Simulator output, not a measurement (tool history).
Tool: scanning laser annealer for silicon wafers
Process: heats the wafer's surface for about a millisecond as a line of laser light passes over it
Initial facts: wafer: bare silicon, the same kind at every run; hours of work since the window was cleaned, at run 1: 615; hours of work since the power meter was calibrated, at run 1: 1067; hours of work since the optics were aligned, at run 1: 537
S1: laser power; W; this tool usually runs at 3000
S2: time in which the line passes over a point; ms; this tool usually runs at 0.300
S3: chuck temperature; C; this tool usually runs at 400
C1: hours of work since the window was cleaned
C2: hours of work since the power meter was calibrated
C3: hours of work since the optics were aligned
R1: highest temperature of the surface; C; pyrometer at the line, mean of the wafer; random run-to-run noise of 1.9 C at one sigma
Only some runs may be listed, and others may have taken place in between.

run 1 day=0.000 | S1=3000 S2=0.300 S3=400 | C1=615 C2=1067 C3=537 | R1=1115
-- day=1.071 window over the wafer cleaned
run 2 day=3.242 | S1=3073 S2=0.300 S3=400 | C1=35 C2=1118 C3=588 | R1=1172
run 3 day=5.429 | S1=3073 S2=0.300 S3=400 | C1=69 C2=1153 C3=623 | R1=1170
run 4 day=8.100 | S1=3000 S2=0.300 S3=399 | C1=112 C2=1195 C3=665 | R1=1145
run 5 day=9.529 | S1=3000 S2=0.300 S3=399 | C1=135 C2=1218 C3=688 | R1=1143
run 6 day=11.817 | S1=3000 S2=0.300 S3=399 | C1=171 C2=1254 C3=724 | R1=1144
run 7 day=14.196 | S1=3000 S2=0.300 S3=399 | C1=209 C2=1292 C3=762 | R1=1141
run 8 day=17.225 | S1=3000 S2=0.300 S3=400 | C1=257 C2=1341 C3=811 | R1=1137
run 9 day=19.754 | S1=3000 S2=0.300 S3=418 | C1=298 C2=1381 C3=851 | R1=1153
run 10 day=23.008 | S1=3000 S2=0.235 S3=400 | C1=350 C2=1433 C3=903 | R1=1050
run 11 day=24.808 | S1=3000 S2=0.300 S3=400 | C1=378 C2=1461 C3=931 | R1=1127
run 12 day=26.442 | S1=3000 S2=0.300 S3=400 | C1=404 C2=1487 C3=957 | R1=1128
run 13 day=29.362 | S1=3000 S2=0.300 S3=400 | C1=451 C2=1534 C3=1004 | R1=1122
run 14 day=31.633 | S1=3000 S2=0.300 S3=384 | C1=487 C2=1570 C3=1040 | R1=1104
run 15 day=33.425 | S1=3000 S2=0.346 S3=384 | C1=515 C2=1599 C3=1069 | R1=1157
run 16 day=35.088 | S1=3000 S2=0.346 S3=384 | C1=542 C2=1625 C3=1095 | R1=1152
run 17 day=37.108 | S1=3000 S2=0.300 S3=395 | C1=574 C2=1657 C3=1127 | R1=1105
run 18 day=38.946 | S1=3000 S2=0.369 S3=400 | C1=603 C2=1687 C3=1157 | R1=1188
-- day=40.804 window over the wafer cleaned
run 19 day=41.121 | S1=3000 S2=0.369 S3=400 | C1=5 C2=1720 C3=1190 | R1=1231

What will run 20 give?
run 20 day=44.183 | S1=3000 S2=0.369 S3=400 | C1=54 C2=1769 C3=1239 | R1=?

{"run 20": {"R1": 1225}}
Had the tool carried no hidden state, the very same run would have given R1 1245 C.
